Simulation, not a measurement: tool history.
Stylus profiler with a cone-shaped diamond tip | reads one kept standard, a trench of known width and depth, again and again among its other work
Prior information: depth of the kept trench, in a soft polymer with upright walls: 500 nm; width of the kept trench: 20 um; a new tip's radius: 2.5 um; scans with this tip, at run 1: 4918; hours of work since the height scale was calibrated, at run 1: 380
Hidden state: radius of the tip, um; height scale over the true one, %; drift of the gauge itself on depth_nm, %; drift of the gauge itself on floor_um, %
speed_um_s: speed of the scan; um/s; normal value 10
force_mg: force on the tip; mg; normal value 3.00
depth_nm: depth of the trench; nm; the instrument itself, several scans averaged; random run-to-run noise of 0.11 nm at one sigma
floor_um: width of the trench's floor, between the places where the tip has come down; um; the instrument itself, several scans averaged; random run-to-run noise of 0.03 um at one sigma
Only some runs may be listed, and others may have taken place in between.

run,day,speed_um_s,force_mg,scans with this tip,hours of work since the height scale was calibrated,depth_nm,floor_um
1,0.000,10,3.00,4918,380,505.87,16.03
2,0.533,10,1.87,5011,387,504.32,16.06
3,1.325,10,3.13,5149,398,505.97,15.98
4,2.183,10,8.38,5298,409,511.60,16.01
5,3.012,10,2.34,5442,421,504.98,15.99
6,4.233,10,2.34,5654,437,505.14,15.94
7,5.354,10,3.00,5849,452,505.82,15.89
8,6.392,10,3.00,6030,466,505.95,15.83
9,6.967,10,3.00,6130,474,506.01,15.87
10,7.979,10,3.00,6306,487,505.88,15.79
11,9.042,10,3.00,6491,502,505.89,15.79
12,10.183,21,3.00,6689,517,506.09,15.76
13,11.004,21,3.00,6833,528,506.00,15.69
14,12.054,8,1.72,7015,542,504.21,15.71
15,12.750,7,3.24,7136,552,506.34,15.67
# day 12.871: height scale calibrated on a step standard
16,13.883,7,3.24,7329,14,506.41,15.66
17,14.958,7,3.24,7517,28,506.51,15.58
18,15.738,3,3.19,7652,39,506.30,15.67

Forecast run 19:
19,16.596,6,2.91,7801,50,?,?

{"run 19": {"depth_nm": 506.08, "floor_um": 15.61}}
With the hidden condition absent and the run-to-run variation left alone, this run would have shown depth_nm 505.88 nm, floor_um 16.99 um.
